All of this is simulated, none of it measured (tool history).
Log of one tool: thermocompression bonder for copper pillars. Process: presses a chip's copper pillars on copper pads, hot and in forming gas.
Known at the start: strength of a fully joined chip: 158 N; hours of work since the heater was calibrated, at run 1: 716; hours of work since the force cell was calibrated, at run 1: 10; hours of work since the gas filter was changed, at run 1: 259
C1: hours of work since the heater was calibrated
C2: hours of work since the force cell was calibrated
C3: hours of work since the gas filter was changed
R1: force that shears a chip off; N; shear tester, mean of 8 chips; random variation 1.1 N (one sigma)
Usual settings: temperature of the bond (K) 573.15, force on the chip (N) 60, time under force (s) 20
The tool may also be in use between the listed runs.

Run 1, hour 0: usual settings; C1 716; C2 10; C3 259. Result: R1 89.6 N.
Run 2, hour 17.9: usual settings; C1 729; C2 23; C3 272. Result: R1 88.7 N.
Run 3, hour 43.6: usual settings; C1 748; C2 42; C3 292. Result: R1 87.3 N.
Run 4, hour 67: usual settings; C1 766; C2 60; C3 309. Result: R1 86.9 N.
At hour 97.5: forming gas filter changed.
Run 5, hour 100: usual settings; C1 790; C2 84; C3 2. Result: R1 92.8 N.
Run 6, hour 126.2: usual settings but temperature of the bond (K) 596.15; C1 810; C2 104; C3 21. Result: R1 112.4 N.
Run 7, hour 165.7: usual settings; C1 839; C2 133; C3 51. Result: R1 89.1 N.
Run 8, hour 195.6: usual settings but temperature of the bond (K) 545.15; C1 861; C2 155; C3 73. Result: R1 66.3 N.
Run 9, hour 214.7: usual settings but temperature of the bond (K) 545.15, time under force (s) 32; C1 876; C2 170; C3 87. Result: R1 77 N.
Run 10, hour 253.5: usual settings; C1 905; C2 199; C3 116. Result: R1 89.8 N.
Run 11, hour 283.4: usual settings but force on the chip (N) 85; C1 927; C2 221; C3 139. Result: R1 110.3 N.
Run 12, hour 314.6: usual settings but force on the chip (N) 78; C1 950; C2 244; C3 162. Result: R1 104.5 N.
Run 13, hour 343.4: usual settings but force on the chip (N) 78; C1 972; C2 266; C3 183. Result: R1 103.6 N.
Run 14, hour 383.4: usual settings but force on the chip (N) 78; C1 1001; C2 295; C3 213. Result: R1 104 N.
Run 15, hour 422.8: usual settings but force on the chip (N) 78; C1 1031; C2 325; C3 242. Result: R1 104.1 N.
Run 16, hour 461.1: usual settings but force on the chip (N) 78; C1 1059; C2 353; C3 271. Result: R1 100.5 N.
Run 17, hour 479.6: usual settings; C1 1073; C2 367; C3 285. Result: R1 84.5 N.
Run 18, hour 506.1: usual settings; C1 1093; C2 387; C3 305. Result: R1 83.4 N.
At hour 541.8: forming gas filter changed.
Run 19, hour 544.5: usual settings but force on the chip (N) 41; C1 1121; C2 415; C3 2. Result: R1 64.7 N.
Run 20, hour 571.2: usual settings but temperature of the bond (K) 550.15; C1 1141; C2 435; C3 22. Result: R1 68.6 N.
Run 21, hour 602.7: usual settings but temperature of the bond (K) 550.15; C1 1165; C2 458; C3 45. Result: R1 68.1 N.
Run 22, hour 641.8: usual settings but temperature of the bond (K) 587.15; C1 1194; C2 488; C3 75. Result: R1 100.1 N.
At hour 649.9: heater calibrated with a thermocouple chip.
Run 23, hour 663.3: usual settings but temperature of the bond (K) 556.15; C1 10; C2 502; C3 89. Result: R1 78.1 N.
Run 24, hour 690.4: usual settings but temperature of the bond (K) 577.15, time under force (s) 57; C1 30; C2 522; C3 109. Result: R1 125 N.
Run 25, hour 726.4: usual settings but temperature of the bond (K) 577.15, time under force (s) 57; C1 57; C2 549; C3 136. Result: R1 124.8 N.
Run 26, hour 752.9: usual settings but temperature of the bond (K) 577.15, force on the chip (N) 55, time under force (s) 15; C1 77; C2 569; C3 156. Result: R1 83 N.
Run 27, hour 778.4: usual settings but temperature of the bond (K) 571.15, force on the chip (N) 58, time under force (s) 14; C1 96; C2 588; C3 175. Result: R1 79.5 N.
Run 28, hour 803.6: usual settings but force on the chip (N) 61; C1 115; C2 607; C3 194. Result: R1 91.7 N.
Run 29, hour 825.8: usual settings but temperature of the bond (K) 549.15, force on the chip (N) 86, time under force (s) 12; C1 131; C2 623; C3 210. Result: R1 78.3 N.
Run 30, hour 848.3: usual settings but temperature of the bond (K) 549.15, force on the chip (N) 86, time under force (s) 12; C1 148; C2 640; C3 227. Result: R1 77.1 N.
Run 31, hour 879.7: usual settings but force on the chip (N) 37, time under force (s) 15; C1 171; C2 664; C3 250. Result: R1 55.8 N.
Run 32, hour 908.4: usual settings but force on the chip (N) 41, time under force (s) 50; C1 193; C2 685; C3 272. Result: R1 91.1 N.
Run 33, hour 929.5: usual settings but temperature of the bond (K) 574.15, force on the chip (N) 54, time under force (s) 22; C1 208; C2 701; C3 288. Result: R1 84.3 N.
Run 34, hour 967: usual settings but temperature of the bond (K) 574.15, force on the chip (N) 54, time under force (s) 22; C1 236; C2 729; C3 316. Result: R1 83.7 N.
At hour 988.7: forming gas filter changed.
Run 35, hour 990.6: usual settings but temperature of the bond (K) 546.15, force on the chip (N) 55, time under force (s) 58; C1 254; C2 746; C3 1. Result: R1 92.2 N.
Run 36, hour 1017.1: usual settings but temperature of the bond (K) 546.15, force on the chip (N) 51, time under force (s) 58; C1 273; C2 766; C3 21. Result: R1 86.5 N.
Run 37, hour 1035.7: usual settings but temperature of the bond (K) 556.15, force on the chip (N) 44, time under force (s) 33; C1 287; C2 779; C3 35. Result: R1 68.6 N.
Run 38, hour 1069.9: usual settings but temperature of the bond (K) 568.15, force on the chip (N) 88, time under force (s) 15; C1 313; C2 805; C3 60. Result: R1 105.6 N.
Run 39, hour 1095.8: usual settings but temperature of the bond (K) 568.15, force on the chip (N) 88, time under force (s) 15; C1 332; C2 824; C3 80. Result: R1 103.1 N.

Hidden state at the last listed run before each entry between runs and at the first one after, where it differs:
Between runs 4 and 5: forming gas filter changed (hour 97.5)
  true temperature of the bond over the reading, C: -4.7 -> -4.8; force that reaches the chip, % of what is set: 99.7 -> 99.5; oxide that the forming gas leaves, % of the face: 7.98 -> 0.58
  measured less the result without the state, R1: -11.6 -> -4.9 N
Between runs 18 and 19: forming gas filter changed (hour 541.8)
  true temperature of the bond over the reading, C: -6.9 -> -7; force that reaches the chip, % of what is set: 98.2 -> 98; oxide that the forming gas leaves, % of the face: 7.3 -> 0.59
  measured less the result without the state, R1: -13.7 -> -6.9 N
Between runs 22 and 23: heater calibrated with a thermocouple chip (hour 649.9)
  true temperature of the bond over the reading, C: -7.5 -> 0; force that reaches the chip, % of what is set: 97.7 -> 97.6; oxide that the forming gas leaves, % of the face: 2.32 -> 2.63
  measured less the result without the state, R1: -10 -> -3.2 N
Between runs 34 and 35: forming gas filter changed (hour 988.7)
  true temperature of the bond over the reading, C: -1.5 -> -1.6; force that reaches the chip, % of what is set: 96.6 -> 96.5; oxide that the forming gas leaves, % of the face: 7.7 -> 0.63
  measured less the result without the state, R1: -10.2 -> -4.1 N

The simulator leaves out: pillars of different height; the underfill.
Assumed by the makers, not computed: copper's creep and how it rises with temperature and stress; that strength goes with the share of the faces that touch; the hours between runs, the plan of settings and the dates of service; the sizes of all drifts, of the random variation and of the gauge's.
